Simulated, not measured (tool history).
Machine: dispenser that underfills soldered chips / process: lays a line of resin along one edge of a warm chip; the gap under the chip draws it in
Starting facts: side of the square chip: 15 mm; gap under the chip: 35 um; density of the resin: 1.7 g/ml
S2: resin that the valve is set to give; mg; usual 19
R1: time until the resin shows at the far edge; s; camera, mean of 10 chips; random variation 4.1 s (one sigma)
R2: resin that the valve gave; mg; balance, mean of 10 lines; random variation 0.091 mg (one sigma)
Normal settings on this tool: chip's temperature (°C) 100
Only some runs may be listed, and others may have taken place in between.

run 1 hour=0 | chip's_temperature_(°C)=100 S2=19 | R1=775.6 R2=18.15
-- hour=1.6 new syringe of resin
run 2 hour=6.2 | chip's_temperature_(°C)=100 S2=19 | R1=495.5 R2=18.06
run 3 hour=11.4 | chip's_temperature_(°C)=100 S2=19 | R1=645.6 R2=18.03
-- hour=16 new syringe of resin
run 4 hour=16.8 | chip's_temperature_(°C)=100 S2=19 | R1=419.6 R2=17.81
run 5 hour=19.8 | chip's_temperature_(°C)=100 S2=19 | R1=496.7 R2=17.81
run 6 hour=22.7 | chip's_temperature_(°C)=96 S2=19 | R1=609.6 R2=17.74
-- hour=27.8 dispensing valve cleaned and set on the balance
run 7 hour=28.7 | chip's_temperature_(°C)=110 S2=16.6 | R1=577.4 R2=16.57
-- hour=31.6 new syringe of resin
run 8 hour=31.6 | chip's_temperature_(°C)=106 S2=21 | R1=334.6 R2=20.97
run 9 hour=36.4 | chip's_temperature_(°C)=110 S2=18.8 | R1=392.9 R2=18.57
run 10 hour=39 | chip's_temperature_(°C)=88 S2=20.9 | R1=761.1 R2=20.72
run 11 hour=44.4 | chip's_temperature_(°C)=87 S2=18.6 | R1=1041.1 R2=18.2
-- hour=46.2 new syringe of resin
run 12 hour=49.5 | chip's_temperature_(°C)=87 S2=18.6 | R1=690.9 R2=18.46

Measured result minus the same run's result without the hidden state. Both carry the same run-to-run variation, though not necessarily the same gauge scatter:
Unlogged tool condition in this case: resin's viscosity, % of fresh resin's; dose that the valve gives, % of what is set; true chip temperature over the reading, C; drift of the gauge itself on fill_s, %; drift of the gauge itself on given_mg, %.
run=1 R1=+373.9 R2=-0.87
run=2 R1=+93.3 R2=-0.96
run=3 R1=+239.5 R2=-1.04
run=4 R1=+15.8 R2=-1.11
run=5 R1=+84.8 R2=-1.15
run=6 R1=+171.2 R2=-1.2
run=7 R1=+247.7 R2=-0.02
run=8 R1=-10.7 R2=-0.06
run=9 R1=+74.3 R2=-0.11
run=10 R1=+217.9 R2=-0.18
run=11 R1=+471.4 R2=-0.22
run=12 R1=+108.5 R2=-0.29
